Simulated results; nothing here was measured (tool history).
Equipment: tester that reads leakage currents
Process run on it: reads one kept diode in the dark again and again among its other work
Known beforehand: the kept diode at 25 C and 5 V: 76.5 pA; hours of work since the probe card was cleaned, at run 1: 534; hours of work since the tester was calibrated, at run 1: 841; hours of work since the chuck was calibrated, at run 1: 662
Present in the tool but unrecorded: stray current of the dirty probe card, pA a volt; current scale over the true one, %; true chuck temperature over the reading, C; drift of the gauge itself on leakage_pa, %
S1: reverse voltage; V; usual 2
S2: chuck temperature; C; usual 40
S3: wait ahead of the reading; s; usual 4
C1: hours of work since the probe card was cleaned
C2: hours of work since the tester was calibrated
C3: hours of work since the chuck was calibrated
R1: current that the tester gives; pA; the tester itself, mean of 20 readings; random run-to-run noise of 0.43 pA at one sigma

| run | hour | S1 | S2 | S3 | C1 | C2 | C3 | R1 |
|---|---|---|---|---|---|---|---|---|
| 1 | 0 | 2 | 40 | 4 | 534 | 841 | 662 | 151.03 |
| 2 | 36.8 | 2 | 40 | 4 | 559 | 866 | 687 | 150.46 |
| 3 | 75.2 | 2 | 40 | 4 | 585 | 892 | 713 | 151.56 |
| 4 | 126.5 | 2 | 31 | 4 | 620 | 927 | 747 | 82.72 |
| 5 | 180.4 | 2 | 40 | 8.56 | 656 | 963 | 784 | 151.8 |
|  | 185.6 | chuck's temperature calibrated |
| 6 | 231.1 | 2 | 40 | 8.56 | 689 | 996 | 31 | 155.66 |
| 7 | 290 | 2 | 40 | 8.56 | 729 | 1036 | 71 | 156.03 |
| 8 | 330.6 | 2 | 40 | 4 | 756 | 1063 | 98 | 155.86 |
|  | 351.4 | chuck's temperature calibrated, once more |
| 9 | 372.6 | 2 | 40 | 6.13 | 784 | 1090 | 14 | 142.45 |
| 10 | 428.4 | 10.58 | 29 | 1.77 | 821 | 1128 | 52 | 155.55 |
| 11 | 494.9 | 3.2 | 38 | 2.72 | 866 | 1173 | 97 | 157.6 |
| 12 | 549.2 | 1.85 | 38 | 0.54 | 903 | 1210 | 134 | 121.53 |
| 13 | 615.7 | 1.85 | 38 | 0.54 | 948 | 1255 | 179 | 122.65 |
| 14 | 677 | 1.85 | 38 | 0.54 | 990 | 1296 | 220 | 123.32 |
| 15 | 714.6 | 1.5 | 38 | 0.54 | 1015 | 1322 | 246 | 111.36 |
| 16 | 767 | 1.5 | 38 | 0.54 | 1050 | 1357 | 281 | 111.13 |
| 17 | 800.1 | 1.5 | 38 | 0.54 | 1073 | 1380 | 304 | 111.71 |

How the hidden state differs across the entries between the runs, from the last listed run before each to the first after it:
In the gap between runs 5 and 6: chuck's temperature calibrated (hour 185.6)
  stray current of the dirty probe card, pA a volt: 0.674 -> 0.708; current scale over the true one, %: -0.59 -> -0.61; true chuck temperature over the reading, C: 0.93 -> 1.23
  measured value less the no-hidden-state value, R1: +9.52 -> +12.61 pA
In the gap between runs 8 and 9: chuck's temperature calibrated, once more (hour 351.4)
  stray current of the dirty probe card, pA a volt: 0.772 -> 0.798; current scale over the true one, %: -0.64 -> -0.66; true chuck temperature over the reading, C: 1.31 -> -0.12
  measured value less the no-hidden-state value, R1: +13.43 -> -0.54 pA
